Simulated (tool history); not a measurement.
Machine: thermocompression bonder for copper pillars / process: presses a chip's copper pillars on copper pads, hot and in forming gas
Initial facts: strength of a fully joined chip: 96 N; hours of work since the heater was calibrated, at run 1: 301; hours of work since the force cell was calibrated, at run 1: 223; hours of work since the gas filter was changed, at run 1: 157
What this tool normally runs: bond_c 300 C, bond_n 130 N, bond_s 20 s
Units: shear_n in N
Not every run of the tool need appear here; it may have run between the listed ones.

run	hour	bond_c	bond_n	bond_s	hours of work since the heater was calibrated	hours of work since the force cell was calibrated	hours of work since the gas filter was changed	shear_n
1	0.0	300	130	20	301	223	157	34.9
2	43.1	300	130	18	321	243	177	33.6
3	80.5	287	130	18	338	260	194	29.8
# hour 108.9: forming gas filter changed
4	127.0	300	130	20	359	282	8	35.8
5	164.0	300	130	20	376	299	26	35.3
6	192.9	300	130	20	390	312	39	35.6
7	237.9	300	130	20	411	333	60	35.8
8	264.1	300	130	20	423	345	72	34.8
9	295.0	273	130	20	437	359	86	26.6
10	325.4	300	130	20	451	373	100	34.7
11	345.3	300	117	20	460	383	109	33.2
12	379.4	300	117	20	476	398	125	32.6
13	399.0	300	117	20	485	407	134	32.0
14	427.6	300	117	20	498	421	147	32.6
15	466.8	277	130	20	516	439	166	28.0
16	505.8	277	130	20	535	457	184	28.0
17	535.9	302	112	28	548	471	198	37.2
# hour 558.9: forming gas filter changed
18	562.5	300	109	19	561	483	2	31.0
19	603.3	300	109	19	579	502	21	30.5
20	645.9	312	130	35	599	521	40	48.7
21	684.3	312	130	35	617	539	58	48.7
22	710.1	312	130	40	629	551	70	50.7
23	749.5	295	120	22	647	569	88	33.2
24	785.3	295	120	22	664	586	105	32.7
25	826.8	303	132	37	683	605	124	46.8
26	850.7	303	132	37	694	616	135	46.1

Consider 5 possible next runs. They are alternatives, not a sequence: every one starts from the tool as it was left by run 26. What does each give?
A	886.9	303	100	37	711	633	152	?
B	886.9	286	137	59	711	633	152	?
C	886.9	307	178	36	711	633	152	?
D	886.9	303	96	37	711	633	152	?
E	886.9	300	130	48	711	633	152	?

run	shear_n
A	37.9
B	48.4
C	57.2
D	36.9
E	48.3
The same runs, with their run-to-run variation unchanged, on a tool lacking any hidden condition would have given:
run	shear_n
A	37.9
B	48.4
C	57.3
D	36.9
E	48.3
